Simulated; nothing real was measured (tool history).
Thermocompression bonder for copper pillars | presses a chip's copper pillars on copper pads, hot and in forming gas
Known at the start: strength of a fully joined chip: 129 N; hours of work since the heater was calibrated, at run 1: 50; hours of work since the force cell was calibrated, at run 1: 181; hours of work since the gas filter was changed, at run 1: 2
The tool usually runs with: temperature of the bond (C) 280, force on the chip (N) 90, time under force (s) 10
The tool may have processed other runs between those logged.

| run | hour | temperature of the bond (C) | force on the chip (N) | time under force (s) | hours of work since the heater was calibrated | hours of work since the force cell was calibrated | hours of work since the gas filter was changed | force that shears a chip off (N) |
|---|---|---|---|---|---|---|---|---|
| 1 | 0.0 | 280 | 90 | 10 | 50 | 181 | 2 | 69.6 |
| 2 | 21.0 | 280 | 83 | 10 | 59 | 191 | 12 | 63.8 |
| 3 | 38.8 | 280 | 83 | 10 | 67 | 199 | 20 | 66.3 |
| 4 | 47.7 | 280 | 90 | 9 | 71 | 202 | 24 | 66.0 |
| 5 | 69.3 | 280 | 90 | 10 | 81 | 212 | 33 | 67.4 |
| 6 | 86.4 | 280 | 90 | 10 | 88 | 220 | 41 | 69.0 |
| 7 | 101.3 | 280 | 90 | 10 | 95 | 226 | 48 | 68.3 |
| 8 | 118.0 | 280 | 90 | 10 | 102 | 234 | 55 | 66.6 |
| 9 | 128.5 | 280 | 98 | 10 | 107 | 239 | 60 | 70.3 |
| 10 | 137.7 | 280 | 98 | 16 | 111 | 243 | 64 | 80.4 |
| 11 | 156.4 | 280 | 98 | 16 | 120 | 251 | 72 | 80.4 |
| 12 | 168.7 | 252 | 98 | 16 | 125 | 257 | 78 | 54.2 |
| 13 | 183.7 | 252 | 98 | 16 | 132 | 263 | 84 | 54.1 |
| 14 | 196.3 | 252 | 98 | 16 | 137 | 269 | 90 | 53.0 |
| 15 | 209.6 | 252 | 98 | 16 | 143 | 275 | 96 | 53.7 |
| 16 | 221.9 | 280 | 90 | 17 | 149 | 280 | 102 | 77.6 |
| 17 | 233.1 | 280 | 90 | 17 | 154 | 285 | 107 | 77.1 |
| 18 | 241.9 | 280 | 90 | 17 | 158 | 289 | 111 | 76.7 |
| 19 | 256.2 | 280 | 90 | 17 | 164 | 296 | 117 | 76.5 |
|  | 260.0 | heater calibrated with a thermocouple chip |
| 20 | 275.4 | 280 | 90 | 17 | 7 | 303 | 125 | 75.9 |

Run 21 comes next. What will it give?
| 21 | 286.7 | 271 | 85 | 15 | 12 | 308 | 130 | ? |

force that shears a chip off (N): 62.3
Had the tool carried no hidden state, the very same run would have given force that shears a chip off (N) 67.9.
